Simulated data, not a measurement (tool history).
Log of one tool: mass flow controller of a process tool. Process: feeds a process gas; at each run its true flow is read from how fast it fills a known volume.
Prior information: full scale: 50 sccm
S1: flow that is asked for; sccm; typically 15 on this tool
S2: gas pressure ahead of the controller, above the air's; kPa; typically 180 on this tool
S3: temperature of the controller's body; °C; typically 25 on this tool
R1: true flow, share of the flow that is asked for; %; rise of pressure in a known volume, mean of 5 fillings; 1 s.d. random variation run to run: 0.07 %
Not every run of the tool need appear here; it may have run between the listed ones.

run	hour	S1	S2	S3	R1
1	0.0	15	180	25	98.77
2	317.4	15	180	26	98.67
3	693.6	15	180	38	97.82
4	1161.6	15	180	25	98.63
5	1661.4	5	180	25	98.31
6	2201.7	30	180	25	99.19
7	2651.3	15	180	25	98.49
8	3092.3	15	180	25	98.38
9	3350.6	15	180	35	97.90
10	3680.0	15	150	25	98.44
11	4238.1	15	180	31	98.07
12	4835.1	7	246	23	98.42
13	5269.6	42	246	27	99.19
14	5855.0	21	142	32	98.10
15	6123.0	21	142	32	98.08

Selected run-to-run steps in R1, each split into two signed amounts: the part the tool would show with no hidden state at all (from settings, incoming material and random variation), and the remainder, which goes to the hidden state together with any gauge scatter not common to the measured and the hidden-state-free results:
The hidden state here: flow at rest that the sensor doesn't see, % of full scale; true flow over the shown one, %; drift of the gauge itself on true_pct, %.
Run 12 -> 13: S1 7 -> 42, S3 23 -> 27. R1 +0.77 %: hidden state -0.06, all else +0.83.
Run 13 -> 14: S1 42 -> 21, S2 246 -> 142, S3 27 -> 32. R1 -1.09 %: hidden state -0.03, all else -1.06.

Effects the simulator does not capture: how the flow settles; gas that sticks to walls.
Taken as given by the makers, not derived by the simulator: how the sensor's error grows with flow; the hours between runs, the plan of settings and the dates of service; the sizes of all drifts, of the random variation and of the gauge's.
